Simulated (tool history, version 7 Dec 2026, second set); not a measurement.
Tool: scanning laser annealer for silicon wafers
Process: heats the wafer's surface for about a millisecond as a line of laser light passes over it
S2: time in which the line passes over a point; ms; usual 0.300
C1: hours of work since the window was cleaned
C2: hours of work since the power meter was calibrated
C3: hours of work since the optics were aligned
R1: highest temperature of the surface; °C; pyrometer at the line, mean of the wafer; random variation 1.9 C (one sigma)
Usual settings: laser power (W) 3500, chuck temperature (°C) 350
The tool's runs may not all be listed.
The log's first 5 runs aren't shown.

run 6 hour=78.4 | laser_power_(W)=3500 S2=0.300 chuck_temperature_(°C)=350 | C1=29 C2=280 C3=878 | R1=1085
run 7 hour=97.7 | laser_power_(W)=3500 S2=0.300 chuck_temperature_(°C)=350 | C1=40 C2=291 C3=889 | R1=1083
run 8 hour=115.1 | laser_power_(W)=3500 S2=0.300 chuck_temperature_(°C)=350 | C1=50 C2=301 C3=899 | R1=1083
run 9 hour=133.4 | laser_power_(W)=3672 S2=0.300 chuck_temperature_(°C)=350 | C1=60 C2=311 C3=909 | R1=1121
-- hour=157.9 optics aligned, line set to its width
run 10 hour=157.9 | laser_power_(W)=3672 S2=0.378 chuck_temperature_(°C)=350 | C1=71 C2=322 C3=0 | R1=1226
run 11 hour=175.5 | laser_power_(W)=3672 S2=0.378 chuck_temperature_(°C)=350 | C1=81 C2=332 C3=10 | R1=1226
run 12 hour=183.6 | laser_power_(W)=3500 S2=0.300 chuck_temperature_(°C)=340 | C1=86 C2=337 C3=15 | R1=1084
run 13 hour=195.1 | laser_power_(W)=3500 S2=0.300 chuck_temperature_(°C)=350 | C1=93 C2=344 C3=21 | R1=1093
run 14 hour=214.4 | laser_power_(W)=3500 S2=0.254 chuck_temperature_(°C)=350 | C1=104 C2=355 C3=32 | R1=1040
run 15 hour=222.8 | laser_power_(W)=3500 S2=0.254 chuck_temperature_(°C)=350 | C1=108 C2=359 C3=37 | R1=1039
run 16 hour=240.4 | laser_power_(W)=3500 S2=0.254 chuck_temperature_(°C)=350 | C1=118 C2=369 C3=47 | R1=1041
run 17 hour=257.0 | laser_power_(W)=3500 S2=0.254 chuck_temperature_(°C)=350 | C1=128 C2=379 C3=57 | R1=1039
run 18 hour=267.5 | laser_power_(W)=3500 S2=0.300 chuck_temperature_(°C)=350 | C1=134 C2=385 C3=63 | R1=1090
run 19 hour=281.9 | laser_power_(W)=3500 S2=0.300 chuck_temperature_(°C)=350 | C1=142 C2=393 C3=71 | R1=1091
run 20 hour=298.3 | laser_power_(W)=3500 S2=0.300 chuck_temperature_(°C)=350 | C1=151 C2=403 C3=80 | R1=1090
run 21 hour=308.1 | laser_power_(W)=3500 S2=0.300 chuck_temperature_(°C)=350 | C1=157 C2=408 C3=86 | R1=1086
run 22 hour=325.6 | laser_power_(W)=3500 S2=0.328 chuck_temperature_(°C)=364 | C1=167 C2=418 C3=96 | R1=1131
run 23 hour=339.9 | laser_power_(W)=3792 S2=0.300 chuck_temperature_(°C)=350 | C1=175 C2=426 C3=104 | R1=1163
run 24 hour=348.3 | laser_power_(W)=3792 S2=0.376 chuck_temperature_(°C)=350 | C1=180 C2=431 C3=109 | R1=1248
run 25 hour=358.0 | laser_power_(W)=3569 S2=0.329 chuck_temperature_(°C)=355 | C1=186 C2=437 C3=114 | R1=1143
run 26 hour=372.1 | laser_power_(W)=3833 S2=0.300 chuck_temperature_(°C)=341 | C1=194 C2=445 C3=122 | R1=1165

Run 27 comes next. What will it give?
run 27 hour=381.5 | laser_power_(W)=3768 S2=0.342 chuck_temperature_(°C)=370 | C1=199 C2=450 C3=127 | R1=?

R1: 1223 °C
Without the tool's hidden state the same run would have given R1 1243 °C.

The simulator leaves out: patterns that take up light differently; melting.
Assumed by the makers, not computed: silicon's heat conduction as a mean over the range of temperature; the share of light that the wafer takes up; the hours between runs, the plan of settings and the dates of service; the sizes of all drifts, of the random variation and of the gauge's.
